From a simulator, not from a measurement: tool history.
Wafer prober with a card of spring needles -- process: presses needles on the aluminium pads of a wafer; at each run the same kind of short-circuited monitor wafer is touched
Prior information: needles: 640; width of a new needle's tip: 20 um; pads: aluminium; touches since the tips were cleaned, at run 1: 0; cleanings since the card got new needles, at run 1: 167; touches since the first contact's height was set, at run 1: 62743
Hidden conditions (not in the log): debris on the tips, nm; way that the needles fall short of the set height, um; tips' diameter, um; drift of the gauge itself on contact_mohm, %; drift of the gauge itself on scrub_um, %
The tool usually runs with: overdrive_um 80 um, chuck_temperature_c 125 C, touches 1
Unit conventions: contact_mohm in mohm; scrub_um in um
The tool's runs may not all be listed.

run	hour	overdrive_um	chuck_temperature_c	touches	touches since the tips were cleaned	cleanings since the card got new needles	touches since the first contact's height was set	contact_mohm	scrub_um
1	0	80	125	1	0	167	62743	302	19.91
# hour 9.8: tips cleaned on abrasive film
# hour 19.5: tips cleaned on abrasive film
# hour 29.3: tips cleaned on abrasive film
# hour 39.1: tips cleaned on abrasive film
# hour 46.9: tips cleaned on abrasive film
2	49.2	80	125	1	1102	172	86005	303	19.8
# hour 55.1: tips cleaned on abrasive film
# hour 62.9: tips cleaned on abrasive film
# hour 72.7: tips cleaned on abrasive film
3	78	80	125	1	2550	175	99634	305	19.83
# hour 82: tips cleaned on abrasive film
# hour 91.7: tips cleaned on abrasive film
# hour 99.6: tips cleaned on abrasive film
4	101.6	62	125	1	979	178	110771	306	15.35
# hour 107.5: tips cleaned on abrasive film
# hour 115.3: tips cleaned on abrasive film
# hour 125.1: tips cleaned on abrasive film
# hour 132.9: tips cleaned on abrasive film
# hour 142.7: tips cleaned on abrasive film
# hour 144.9: height of the first contact set anew
5	150.2	62	125	1	3426	183	2502	303	15.35
# hour 152.2: tips cleaned on abrasive film
# hour 160: tips cleaned on abrasive film
# hour 169.8: tips cleaned on abrasive film
# hour 179.6: tips cleaned on abrasive film
# hour 189.3: tips cleaned on abrasive film
6	192.3	80	125	1	1432	188	22402	299	19.81
# hour 198.2: tips cleaned on abrasive film
# hour 206: tips cleaned on abrasive film
# hour 215.8: tips cleaned on abrasive film
# hour 225.6: tips cleaned on abrasive film
# hour 235.3: tips cleaned on abrasive film
7	236.1	80	125	1	355	193	43073	302	19.79
# hour 243.9: tips cleaned on abrasive film
# hour 251.7: tips cleaned on abrasive film
# hour 261.5: tips cleaned on abrasive film
# hour 271.3: tips cleaned on abrasive film
# hour 281: tips cleaned on abrasive film
8	281.3	80	125	1	135	198	64445	297	19.76
# hour 289.1: tips cleaned on abrasive film
# hour 297: tips cleaned on abrasive film
# hour 306.7: tips cleaned on abrasive film
# hour 314.6: tips cleaned on abrasive film
9	319.2	75	125	1	2190	202	82331	300	18.61
# hour 323.1: tips cleaned on abrasive film
# hour 332.9: tips cleaned on abrasive film
# hour 342.6: tips cleaned on abrasive film
# hour 352.4: tips cleaned on abrasive film
# hour 360.2: tips cleaned on abrasive film
# hour 370: tips cleaned on abrasive film
10	375.8	75	125	1	2770	208	109109	300	18.61
# hour 379.8: tips cleaned on abrasive film
# hour 387.6: tips cleaned on abrasive film
# hour 397.4: tips cleaned on abrasive film
# hour 405.2: tips cleaned on abrasive film
11	407.6	71	125	1	1156	212	124116	300	17.63
# hour 413.5: tips cleaned on abrasive film
# hour 421.5: height of the first contact set anew
# hour 423.6: tips cleaned on abrasive film
# hour 431.4: tips cleaned on abrasive film
# hour 441.2: tips cleaned on abrasive film
12	445.5	61	42	2	2077	216	11310	282	15.09
# hour 449.5: tips cleaned on abrasive film
# hour 459.2: tips cleaned on abrasive film
# hour 469: tips cleaned on abrasive film
# hour 476.8: tips cleaned on abrasive film
13	477.7	61	42	2	431	220	26515	284	15.1
# hour 485.6: tips cleaned on abrasive film
# hour 495.3: tips cleaned on abrasive film
# hour 503.2: tips cleaned on abrasive film
# hour 512.9: tips cleaned on abrasive film
# hour 520.8: tips cleaned on abrasive film
# hour 528.6: tips cleaned on abrasive film
14	533.4	60	122	3	2295	226	52818	310	14.84
# hour 537.4: tips cleaned on abrasive film
# hour 545.2: tips cleaned on abrasive film
# hour 553: tips cleaned on abrasive film
# hour 562.8: tips cleaned on abrasive film
15	566.1	81	122	3	1600	230	68269	301	20.14
# hour 572: tips cleaned on abrasive film
# hour 579.9: tips cleaned on abrasive film
# hour 589.6: tips cleaned on abrasive film
# hour 597.5: tips cleaned on abrasive film
# hour 607.2: tips cleaned on abrasive film
# hour 615.1: tips cleaned on abrasive film
16	615.1	63	122	3	0	236	91372	310	15.59
# hour 624.8: tips cleaned on abrasive film
# hour 634.6: tips cleaned on abrasive film
# hour 644.3: tips cleaned on abrasive film
# hour 652.2: tips cleaned on abrasive film
# hour 661.9: tips cleaned on abrasive film
# hour 669.8: tips cleaned on abrasive film
17	672.2	63	122	3	1176	242	118373	309	15.62
# hour 678.1: tips cleaned on abrasive film
# hour 685.9: tips cleaned on abrasive film
# hour 695.7: tips cleaned on abrasive film
# hour 697.9: height of the first contact set anew
# hour 705.8: tips cleaned on abrasive film
# hour 715.5: tips cleaned on abrasive film
# hour 723.4: tips cleaned on abrasive film
18	729.4	63	50	1	2874	248	14878	282	15.63
# hour 731.4: tips cleaned on abrasive film
# hour 741.2: tips cleaned on abrasive film
# hour 750.9: tips cleaned on abrasive film
19	753.4	80	98	2	1190	251	26224	290	19.84
# hour 759.3: tips cleaned on abrasive film
# hour 769.1: tips cleaned on abrasive film
# hour 778.9: tips cleaned on abrasive film
# hour 788.6: tips cleaned on abrasive film
20	791.6	80	54	1	1403	255	44246	277	19.79
# hour 797.4: tips cleaned on abrasive film
# hour 807.2: tips cleaned on abrasive film
# hour 815.6: tips cleaned on abrasive film
21	815.6	80	54	1	0	258	55580	283	19.89
# hour 825.3: tips cleaned on abrasive film
# hour 833.2: tips cleaned on abrasive film
# hour 841: tips cleaned on abrasive film
# hour 848.8: tips cleaned on abrasive film
22	853.8	80	43	1	2367	262	73644	278	19.86

3 ways to go on from here, each from the tool as it stands after run 22. What would each give?
# hour 857.8: tips cleaned on abrasive film
# hour 865.6: tips cleaned on abrasive film
# hour 875.3: tips cleaned on abrasive film
# hour 883.2: tips cleaned on abrasive film
A	884.1	80	90	3	459	266	87954	?	?
# hour 857.8: tips cleaned on abrasive film
# hour 865.6: tips cleaned on abrasive film
# hour 875.3: tips cleaned on abrasive film
# hour 883.2: tips cleaned on abrasive film
B	884.1	80	43	1	459	266	87954	?	?
# hour 857.8: tips cleaned on abrasive film
# hour 865.6: tips cleaned on abrasive film
# hour 875.3: tips cleaned on abrasive film
# hour 883.2: tips cleaned on abrasive film
C	884.1	80	125	1	459	266	87954	?	?

run	contact_mohm	scrub_um
A	288	19.82
B	276	19.87
C	298	19.8
Take away the tool's hidden state, keep each run's random variation, and the runs would have read:
run	contact_mohm	scrub_um
A	288	19.82
B	276	19.88
C	298	19.8

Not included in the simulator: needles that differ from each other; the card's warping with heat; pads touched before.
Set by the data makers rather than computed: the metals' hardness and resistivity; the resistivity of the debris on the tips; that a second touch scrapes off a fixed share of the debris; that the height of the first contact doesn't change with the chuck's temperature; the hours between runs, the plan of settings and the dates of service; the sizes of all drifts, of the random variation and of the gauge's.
